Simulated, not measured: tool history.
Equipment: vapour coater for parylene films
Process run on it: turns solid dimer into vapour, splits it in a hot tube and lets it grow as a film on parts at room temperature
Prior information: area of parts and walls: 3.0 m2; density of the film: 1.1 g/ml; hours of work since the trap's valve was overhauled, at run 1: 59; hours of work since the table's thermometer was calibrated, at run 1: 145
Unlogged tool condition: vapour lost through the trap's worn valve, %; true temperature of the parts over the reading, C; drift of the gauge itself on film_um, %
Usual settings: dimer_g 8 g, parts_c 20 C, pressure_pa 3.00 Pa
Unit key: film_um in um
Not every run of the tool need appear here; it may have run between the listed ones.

run,day,dimer_g,parts_c,pressure_pa,hours of work since the trap's valve was overhauled,hours of work since the table's thermometer was calibrated,film_um
1,0.000,8,20,3.00,59,145,1.81
2,0.542,8,20,3.00,67,154,1.82
3,1.004,8,20,3.00,75,161,1.82
4,1.571,8,20,3.00,84,170,1.87
5,2.150,8,20,3.00,93,179,1.81
6,2.862,7,20,3.00,104,191,1.59
7,3.604,7,20,3.00,116,203,1.57
8,4.071,8,20,5.56,124,210,1.72
9,4.708,4,18,5.56,134,220,0.93
10,5.200,4,18,5.56,142,228,0.90
11,5.933,4,18,5.56,154,240,0.92
12,6.325,12,18,5.56,160,246,2.73
13,6.867,12,18,11.72,168,255,2.64
14,7.483,12,18,11.72,178,264,2.60
15,7.967,5,18,11.72,186,272,1.05
16,8.558,14,20,3.00,195,282,3.14

4 options for the next run, each taken on its own from the tool as it stands now. Forecast them:
A,9.288,8,25,3.29,207,293,?
B,9.288,14,20,2.21,207,293,?
C,9.288,10,18,3.75,207,293,?
D,9.288,14,14,5.50,207,293,?

run,film_um
A,1.50
B,3.10
C,2.29
D,3.47
With no hidden state in the tool, these same runs would have given:
run,film_um
A,1.62
B,3.36
C,2.49
D,3.76
